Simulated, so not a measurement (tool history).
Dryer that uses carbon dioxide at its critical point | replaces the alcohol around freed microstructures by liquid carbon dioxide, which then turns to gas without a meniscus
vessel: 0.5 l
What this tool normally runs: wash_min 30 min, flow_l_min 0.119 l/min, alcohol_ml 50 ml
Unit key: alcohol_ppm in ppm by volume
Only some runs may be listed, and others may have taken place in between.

run 1 hour=0 | wash_min=30 flow_l_min=0.119 alcohol_ml=50 | alcohol_ppm=216
run 2 hour=12.5 | wash_min=30 flow_l_min=0.119 alcohol_ml=74 | alcohol_ppm=301
run 3 hour=19.3 | wash_min=30 flow_l_min=0.119 alcohol_ml=74 | alcohol_ppm=289
run 4 hour=28.9 | wash_min=30 flow_l_min=0.119 alcohol_ml=74 | alcohol_ppm=297
run 5 hour=36 | wash_min=30 flow_l_min=0.08 alcohol_ml=50 | alcohol_ppm=1372
run 6 hour=49.3 | wash_min=27 flow_l_min=0.119 alcohol_ml=50 | alcohol_ppm=387
run 7 hour=56.4 | wash_min=27 flow_l_min=0.119 alcohol_ml=50 | alcohol_ppm=386
run 8 hour=67.5 | wash_min=27 flow_l_min=0.119 alcohol_ml=50 | alcohol_ppm=377
run 9 hour=73.4 | wash_min=20 flow_l_min=0.197 alcohol_ml=46 | alcohol_ppm=151
run 10 hour=82.5 | wash_min=29 flow_l_min=0.1 alcohol_ml=99 | alcohol_ppm=1171
run 11 hour=92.3 | wash_min=29 flow_l_min=0.099 alcohol_ml=45 | alcohol_ppm=613
run 12 hour=100.9 | wash_min=29 flow_l_min=0.099 alcohol_ml=45 | alcohol_ppm=616
run 13 hour=113.6 | wash_min=20 flow_l_min=0.174 alcohol_ml=75 | alcohol_ppm=386
run 14 hour=123.2 | wash_min=22 flow_l_min=0.153 alcohol_ml=50 | alcohol_ppm=339
run 15 hour=130.7 | wash_min=43 flow_l_min=0.138 alcohol_ml=50 | alcohol_ppm=81

Alternative continuations, all from the tool just after run 15; predict every row:
run A hour=139.7 | wash_min=30 flow_l_min=0.144 alcohol_ml=56 | alcohol_ppm=?
run B hour=139.7 | wash_min=30 flow_l_min=0.178 alcohol_ml=42 | alcohol_ppm=?
run C hour=139.7 | wash_min=22 flow_l_min=0.138 alcohol_ml=50 | alcohol_ppm=?
run D hour=139.7 | wash_min=43 flow_l_min=0.138 alcohol_ml=66 | alcohol_ppm=?

run=A alcohol_ppm=140
run=B alcohol_ppm=85
run=C alcohol_ppm=554
run=D alcohol_ppm=82
Stripped of hidden state, with their random variation kept, the same runs would have yielded:
run=A alcohol_ppm=37
run=B alcohol_ppm=6
run=C alcohol_ppm=304
run=D alcohol_ppm=7
